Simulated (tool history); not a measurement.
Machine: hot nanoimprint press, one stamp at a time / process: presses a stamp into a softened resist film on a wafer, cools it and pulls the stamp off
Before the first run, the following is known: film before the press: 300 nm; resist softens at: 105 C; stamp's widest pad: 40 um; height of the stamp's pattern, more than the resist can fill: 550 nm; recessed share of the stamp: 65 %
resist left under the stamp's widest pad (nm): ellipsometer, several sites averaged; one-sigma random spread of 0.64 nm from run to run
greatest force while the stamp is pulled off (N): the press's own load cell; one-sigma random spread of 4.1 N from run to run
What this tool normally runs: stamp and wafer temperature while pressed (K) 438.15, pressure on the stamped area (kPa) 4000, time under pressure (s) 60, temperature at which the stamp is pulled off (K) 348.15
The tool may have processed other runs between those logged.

run   hour  stamp and wafer temperature while pressed (K)  pressure on the stamped area (kPa)  time under pressure (s)  temperature at which the stamp is pulled off (K)  resist left under the stamp's widest pad (nm)  greatest force while the stamp is pulled off (N)
  1    0.0                                         438.15                                4000                       60                                            348.15                                          167.5                                               203
  2   15.6                                         438.15                                4000                       60                                            348.15                                          167.3                                               207
      25.4  -- plate thermocouple calibrated
  3   29.5                                         438.15                                4000                       60                                            348.15                                          168.1                                               195
  4   38.2                                         438.15                                4000                       60                                            348.15                                          168.2                                               201
  5   51.1                                         438.15                                4000                       60                                            348.15                                          168.7                                               197
  6   61.7                                         438.15                                4000                       60                                            348.15                                          167.9                                               202
  7   70.4                                         438.15                                4000                       60                                            348.15                                          168.0                                               198
  8   79.6                                         445.15                                4000                       60                                            348.15                                          119.1                                               195
  9   95.1                                         445.15                                4000                       60                                            348.15                                          118.7                                               199
 10  107.0                                         445.15                                4000                       60                                            348.15                                          120.0                                               199
 11  121.9                                         445.15                                4000                       60                                            348.15                                          118.7                                               199
 12  133.0                                         438.15                                4000                       60                                            348.15                                          169.2                                               195
 13  143.6                                         438.15                                4000                       60                                            348.15                                          169.2                                               199
 14  152.2                                         428.15                                4000                       60                                            348.15                                          249.8                                               198
 15  163.5                                         438.15                                4000                       60                                            348.15                                          170.0                                               206
 16  179.2                                         438.15                                4000                       60                                            348.15                                          168.8                                               202
 17  196.6                                         438.15                                4000                       60                                            348.15                                          169.9                                               200
 18  213.2                                         434.15                                2480                       60                                            354.15                                          239.1                                               174
 19  221.1                                         430.15                                3810                       72                                            354.15                                          230.8                                               180
 20  230.9                                         434.15                                4000                       60                                            348.15                                          202.3                                               201
 21  240.0                                         434.15                                4000                       60                                            348.15                                          203.6                                               202
 22  248.6                                         445.15                                2530                       83                                            355.15                                          136.6                                               171
 23  265.8                                         445.15                                2530                       83                                            355.15                                          137.6                                               171
     279.9  -- stamp cleaned and given a new release coat
 24  285.3                                         445.15                                2530                       83                                            355.15                                          137.8                                               165
 25  295.5                                         445.15                                5980                       83                                            355.15                                           85.3                                               168
 26  311.6                                         445.15                                5980                       83                                            355.15                                           85.4                                               170
 27  321.7                                         450.15                                5510                       60                                            348.15                                           78.0                                               205
 28  338.0                                         450.15                                5510                      120                                            348.15                                           59.6                                               197
 29  353.8                                         444.15                                5680                      120                                            348.15                                           80.1                                               205
 30  365.4                                         438.15                                2460                       76                                            352.15                                          198.9                                               178
 31  375.9                                         438.15                                2460                       76                                            352.15                                          197.8                                               180

What if the next run were any one of these 3? Each begins from the tool's condition after run 31:
  A  383.5                                         450.15                                4000                       60                                            353.15                                              ?                                                 ?
  B  383.5                                         438.15                                5670                       33                                            355.15                                              ?                                                 ?
  C  383.5                                         438.15                                4000                       74                                            339.15                                              ?                                                 ?

run  resist left under the stamp's widest pad (nm)  greatest force while the stamp is pulled off (N)
  A                                           94.2                                               169
  B                                          173.4                                               161
  C                                          160.8                                               234
Had the tool no hidden state, the same runs would have come out as:
run  resist left under the stamp's widest pad (nm)  greatest force while the stamp is pulled off (N)
  A                                           92.4                                               169
  B                                          170.0                                               161
  C                                          157.7                                               233
